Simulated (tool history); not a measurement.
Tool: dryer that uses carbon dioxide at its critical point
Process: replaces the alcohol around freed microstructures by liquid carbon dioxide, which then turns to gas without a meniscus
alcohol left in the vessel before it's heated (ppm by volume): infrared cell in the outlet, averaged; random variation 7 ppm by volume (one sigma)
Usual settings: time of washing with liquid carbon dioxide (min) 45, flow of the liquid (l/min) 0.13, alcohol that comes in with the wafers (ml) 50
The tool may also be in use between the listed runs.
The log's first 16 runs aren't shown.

run	hour	time of washing with liquid carbon dioxide (min)	flow of the liquid (l/min)	alcohol that comes in with the wafers (ml)	hours of work since the filter was changed	hours of work since the purifier's bed was changed	alcohol left in the vessel before it's heated (ppm by volume)
17	145.9	45	0.183	50	215	238	103
18	157.5	45	0.155	50	223	246	226
19	163.4	45	0.155	50	226	250	224
20	173.7	45	0.13	50	233	256	511
21	182.4	45	0.165	22	238	262	109
22	194.2	45	0.165	22	246	269	110
23	205.3	45	0.111	50	253	276	1046
24	213.6	35	0.086	61	258	281	6105
25	224	68	0.086	61	265	288	727
26	237	34	0.092	50	273	296	4401
27	249.3	48	0.13	50	281	304	417
28	255.6	45	0.092	54	285	308	2302
29	265	45	0.092	54	291	314	2339
30	271.7	55	0.107	44	295	318	533
31	278.8	30	0.13	110	300	323	5127
32	285.6	70	0.126	50	304	327	123
33	294.1	70	0.126	50	309	332	130
34	300.4	48	0.13	37	313	336	356
35	310.6	48	0.13	37	320	343	340
36	323.2	45	0.117	50	328	351	928
37	330.5	45	0.13	99	332	355	1082
38	342.9	45	0.13	99	340	363	1097
39	350.6	45	0.107	42	345	368	1138

4 ways to go on from here, each from the tool as it stands after run 39. What would each give?
A	357.1	45	0.107	43	349	372	?
B	357.1	45	0.166	50	349	372	?
C	357.1	69	0.175	22	349	372	?
D	357.1	45	0.214	42	349	372	?

run	alcohol left in the vessel before it's heated (ppm by volume)
A	1180
B	221
C	89
D	98
Without the tool's hidden state the same runs would have given:
run	alcohol left in the vessel before it's heated (ppm by volume)
A	741
B	78
C	9
D	9

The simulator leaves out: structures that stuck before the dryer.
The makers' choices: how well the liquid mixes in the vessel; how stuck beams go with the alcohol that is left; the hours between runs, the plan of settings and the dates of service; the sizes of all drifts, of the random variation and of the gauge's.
